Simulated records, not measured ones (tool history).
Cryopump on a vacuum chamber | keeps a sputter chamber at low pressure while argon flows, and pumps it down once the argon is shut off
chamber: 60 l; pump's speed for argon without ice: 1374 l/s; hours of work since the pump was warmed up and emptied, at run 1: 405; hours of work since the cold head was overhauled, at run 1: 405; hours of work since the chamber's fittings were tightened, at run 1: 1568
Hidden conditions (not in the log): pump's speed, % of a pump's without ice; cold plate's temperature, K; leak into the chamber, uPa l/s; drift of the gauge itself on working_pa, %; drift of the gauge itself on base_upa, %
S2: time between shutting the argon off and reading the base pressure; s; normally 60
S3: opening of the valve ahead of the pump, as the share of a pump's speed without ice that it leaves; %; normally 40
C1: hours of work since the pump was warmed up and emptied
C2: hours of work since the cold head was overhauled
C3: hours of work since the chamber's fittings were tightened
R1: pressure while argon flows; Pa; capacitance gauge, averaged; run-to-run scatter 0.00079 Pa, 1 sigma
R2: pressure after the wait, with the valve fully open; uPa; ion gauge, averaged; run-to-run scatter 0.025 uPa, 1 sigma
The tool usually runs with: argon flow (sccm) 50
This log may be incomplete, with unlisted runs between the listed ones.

{"run": 1, "hour": 0.0, "argon flow (sccm)": 50, "S2": 60, "S3": 40, "C1": 405, "C2": 405, "C3": 1568, "R1": 0.1659, "R2": 2.07}
{"run": 2, "hour": 11.0, "argon flow (sccm)": 50, "S2": 60, "S3": 40, "C1": 411, "C2": 411, "C3": 1574, "R1": 0.165, "R2": 2.09}
{"run": 3, "hour": 24.0, "argon flow (sccm)": 50, "S2": 60, "S3": 40, "C1": 419, "C2": 419, "C3": 1582, "R1": 0.1646, "R2": 2.11}
{"run": 4, "hour": 44.5, "argon flow (sccm)": 50, "S2": 60, "S3": 40, "C1": 430, "C2": 430, "C3": 1594, "R1": 0.1638, "R2": 2.05}
{"run": 5, "hour": 62.8, "argon flow (sccm)": 50, "S2": 60, "S3": 20, "C1": 441, "C2": 441, "C3": 1604, "R1": 0.3196, "R2": 2.1}
{"run": 6, "hour": 77.8, "argon flow (sccm)": 50, "S2": 31, "S3": 40, "C1": 450, "C2": 450, "C3": 1613, "R1": 0.1671, "R2": 3.68}
{"run": 7, "hour": 101.0, "argon flow (sccm)": 50, "S2": 60, "S3": 40, "C1": 463, "C2": 463, "C3": 1626, "R1": 0.1684, "R2": 2.1}
{"run": 8, "hour": 115.3, "argon flow (sccm)": 32, "S2": 60, "S3": 40, "C1": 471, "C2": 471, "C3": 1634, "R1": 0.1067, "R2": 2.11}
{"run": 9, "hour": 131.3, "argon flow (sccm)": 32, "S2": 60, "S3": 47, "C1": 480, "C2": 480, "C3": 1643, "R1": 0.0933, "R2": 2.06}
{"run": 10, "hour": 149.9, "argon flow (sccm)": 50, "S2": 60, "S3": 40, "C1": 491, "C2": 491, "C3": 1654, "R1": 0.1681, "R2": 2.12}
{"run": 11, "hour": 169.0, "argon flow (sccm)": 50, "S2": 60, "S3": 59, "C1": 502, "C2": 502, "C3": 1665, "R1": 0.1182, "R2": 2.1}
{"run": 12, "hour": 179.8, "argon flow (sccm)": 50, "S2": 150, "S3": 59, "C1": 508, "C2": 508, "C3": 1671, "R1": 0.1196, "R2": 1.12}
{"run": 13, "hour": 204.5, "argon flow (sccm)": 85, "S2": 60, "S3": 40, "C1": 522, "C2": 522, "C3": 1686, "R1": 0.2874, "R2": 2.15}
{"run": 14, "hour": 227.8, "argon flow (sccm)": 85, "S2": 60, "S3": 40, "C1": 536, "C2": 536, "C3": 1699, "R1": 0.2867, "R2": 2.13}
{"run": 15, "hour": 249.7, "argon flow (sccm)": 85, "S2": 60, "S3": 41, "C1": 548, "C2": 548, "C3": 1712, "R1": 0.285, "R2": 2.13}
{"run": 16, "hour": 267.6, "argon flow (sccm)": 50, "S2": 60, "S3": 29, "C1": 559, "C2": 559, "C3": 1722, "R1": 0.2296, "R2": 2.16}
{"run": 17, "hour": 283.2, "argon flow (sccm)": 50, "S2": 60, "S3": 29, "C1": 568, "C2": 568, "C3": 1731, "R1": 0.2295, "R2": 2.14}
{"run": 18, "hour": 302.7, "argon flow (sccm)": 50, "S2": 60, "S3": 29, "C1": 579, "C2": 579, "C3": 1742, "R1": 0.2298, "R2": 2.15}
{"run": 19, "hour": 323.7, "argon flow (sccm)": 50, "S2": 60, "S3": 29, "C1": 591, "C2": 591, "C3": 1754, "R1": 0.2313, "R2": 2.16}
{"run": 20, "hour": 342.7, "argon flow (sccm)": 41, "S2": 60, "S3": 31, "C1": 602, "C2": 602, "C3": 1765, "R1": 0.1768, "R2": 2.15}
{"run": 21, "hour": 366.9, "argon flow (sccm)": 41, "S2": 60, "S3": 31, "C1": 616, "C2": 616, "C3": 1779, "R1": 0.1785, "R2": 2.16}
{"run": 22, "hour": 377.9, "argon flow (sccm)": 50, "S2": 140, "S3": 40, "C1": 622, "C2": 622, "C3": 1785, "R1": 0.1725, "R2": 1.23}
{"run": 23, "hour": 394.7, "argon flow (sccm)": 26, "S2": 144, "S3": 40, "C1": 632, "C2": 632, "C3": 1795, "R1": 0.0896, "R2": 1.18}
{"run": 24, "hour": 414.0, "argon flow (sccm)": 38, "S2": 32, "S3": 40, "C1": 643, "C2": 643, "C3": 1806, "R1": 0.1314, "R2": 3.57}
{"hour": 427.2, "done": "pump warmed up, emptied and cooled again"}
{"run": 25, "hour": 432.5, "argon flow (sccm)": 38, "S2": 32, "S3": 19, "C1": 3, "C2": 651, "C3": 1814, "R1": 0.2458, "R2": 3.52}
{"run": 26, "hour": 447.9, "argon flow (sccm)": 51, "S2": 60, "S3": 34, "C1": 12, "C2": 659, "C3": 1823, "R1": 0.1861, "R2": 2.02}
{"run": 27, "hour": 465.9, "argon flow (sccm)": 35, "S2": 40, "S3": 39, "C1": 22, "C2": 670, "C3": 1833, "R1": 0.112, "R2": 2.9}

For run 28, what comes out?
{"run": 28, "hour": 489.6, "argon flow (sccm)": 37, "S2": 106, "S3": 21, "C1": 36, "C2": 683, "C3": 1847, "R1": "?", "R2": "?"}

{"run 28": {"R1": 0.2193, "R2": 1.41}}
Without the tool's hidden state the same run would have given R1 0.2181 Pa, R2 1.22 uPa.
